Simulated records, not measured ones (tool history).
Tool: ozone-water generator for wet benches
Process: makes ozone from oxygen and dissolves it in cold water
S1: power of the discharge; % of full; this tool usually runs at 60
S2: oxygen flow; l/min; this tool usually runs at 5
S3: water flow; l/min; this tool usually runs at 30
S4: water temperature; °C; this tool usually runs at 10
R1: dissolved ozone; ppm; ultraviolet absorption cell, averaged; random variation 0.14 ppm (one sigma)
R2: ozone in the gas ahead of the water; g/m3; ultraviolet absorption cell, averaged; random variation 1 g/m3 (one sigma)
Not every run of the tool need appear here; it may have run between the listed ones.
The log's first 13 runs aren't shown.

{"run": 14, "day": 16.4, "S1": 60, "S2": 5, "S3": 41, "S4": 5, "R1": 10.9, "R2": 166.9}
{"run": 15, "day": 18.121, "S1": 60, "S2": 5, "S3": 41, "S4": 5, "R1": 10.9, "R2": 166.2}
{"run": 16, "day": 19.762, "S1": 60, "S2": 5, "S3": 46, "S4": 10, "R1": 9.4, "R2": 165.5}
{"run": 17, "day": 21.712, "S1": 60, "S2": 5, "S3": 46, "S4": 10, "R1": 9.2, "R2": 164.9}
{"run": 18, "day": 23.742, "S1": 41, "S2": 5, "S3": 24, "S4": 12, "R1": 13.3, "R2": 121.3}
{"run": 19, "day": 25.0, "S1": 44, "S2": 5, "S3": 28, "S4": 8, "R1": 12.3, "R2": 129.8}
{"run": 20, "day": 26.45, "S1": 67, "S2": 5, "S3": 26, "S4": 6, "R1": 18.6, "R2": 178.7}
{"run": 21, "day": 28.162, "S1": 67, "S2": 5, "S3": 26, "S4": 6, "R1": 18.6, "R2": 179.3}
{"run": 22, "day": 29.567, "S1": 67, "S2": 5, "S3": 26, "S4": 6, "R1": 18.4, "R2": 179.1}
{"run": 23, "day": 30.762, "S1": 67, "S2": 5, "S3": 26, "S4": 6, "R1": 18.4, "R2": 179}
{"run": 24, "day": 32.204, "S1": 60, "S2": 5, "S3": 37, "S4": 16, "R1": 11.2, "R2": 165.1}
{"run": 25, "day": 33.308, "S1": 60, "S2": 7.85, "S3": 30, "S4": 7, "R1": 16.5, "R2": 136.6}
{"day": 34.079, "done": "contactor cleaned"}
{"run": 26, "day": 34.8, "S1": 92, "S2": 4.06, "S3": 24, "S4": 7, "R1": 25.2, "R2": 250.3}
{"run": 27, "day": 36.133, "S1": 86, "S2": 8.9, "S3": 24, "S4": 6, "R1": 28.9, "R2": 168}
{"run": 28, "day": 37.133, "S1": 76, "S2": 5, "S3": 30, "S4": 13, "R1": 18, "R2": 195.4}
{"run": 29, "day": 38.667, "S1": 42, "S2": 5, "S3": 19, "S4": 10, "R1": 17.4, "R2": 126.2}
{"run": 30, "day": 39.646, "S1": 44, "S2": 4.34, "S3": 19, "S4": 10, "R1": 17, "R2": 136.8}
{"run": 31, "day": 40.808, "S1": 53, "S2": 5, "S3": 46, "S4": 7, "R1": 9, "R2": 147.8}
{"run": 32, "day": 42.279, "S1": 53, "S2": 5, "S3": 46, "S4": 7, "R1": 9.1, "R2": 147.7}
{"run": 33, "day": 43.242, "S1": 86, "S2": 7.85, "S3": 40, "S4": 6, "R1": 17.7, "R2": 178.7}
{"run": 34, "day": 44.662, "S1": 86, "S2": 7.85, "S3": 40, "S4": 6, "R1": 17.8, "R2": 178.9}

Predict each of these 3 candidate next runs independently; none follows another, all start after run 34:
{"run": "A", "day": 45.971, "S1": 86, "S2": 6.84, "S3": 36, "S4": 6, "R1": "?", "R2": "?"}
{"run": "B", "day": 45.971, "S1": 47, "S2": 7.85, "S3": 40, "S4": 16, "R1": "?", "R2": "?"}
{"run": "C", "day": 45.971, "S1": 91, "S2": 5, "S3": 30, "S4": 13, "R1": "?", "R2": "?"}

run=A R1=18.9 R2=186.9
run=B R1=10.1 R2=111.5
run=C R1=19.8 R2=222.2
Without the tool's unlogged condition, the same runs would have read:
run=A R1=21.6 R2=212
run=B R1=10.9 R2=120
run=C R1=22.8 R2=253.3
